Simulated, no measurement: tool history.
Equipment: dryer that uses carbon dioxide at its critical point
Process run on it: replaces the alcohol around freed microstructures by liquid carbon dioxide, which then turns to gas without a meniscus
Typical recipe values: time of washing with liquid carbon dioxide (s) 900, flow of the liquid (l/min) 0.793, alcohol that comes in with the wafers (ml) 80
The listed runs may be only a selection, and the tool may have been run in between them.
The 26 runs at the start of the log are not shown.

run	hour	time of washing with liquid carbon dioxide (s)	flow of the liquid (l/min)	alcohol that comes in with the wafers (ml)	alcohol left in the vessel before it's heated (ppm by volume)
27	794.0	780	0.600	23	869
28	824.7	1080	1.246	39	196
29	849.0	1080	1.246	39	217
30	884.2	1080	1.246	39	207
31	927.5	840	0.865	22	343
# hour 952.8: purifier's bed changed
# hour 960.2: inlet filter changed
32	969.2	840	0.865	22	80
33	995.4	840	0.865	22	79
34	1034.3	600	0.640	30	1132
35	1069.6	1320	0.640	30	67
36	1113.5	1320	0.640	30	68
37	1142.2	660	0.640	116	3507
38	1177.9	660	0.640	66	2015
39	1214.0	660	1.029	102	601
40	1242.5	660	0.793	38	638

3 options for the next run, each taken on its own from the tool as it stands now. Forecast them:
A	1272.2	900	0.571	29	?
B	1272.2	660	0.793	20	?
C	1272.2	660	1.295	38	?

run	alcohol left in the vessel before it's heated (ppm by volume)
A	541
B	353
C	106
Without the tool's hidden state the same runs would have given:
run	alcohol left in the vessel before it's heated (ppm by volume)
A	428
B	270
C	59
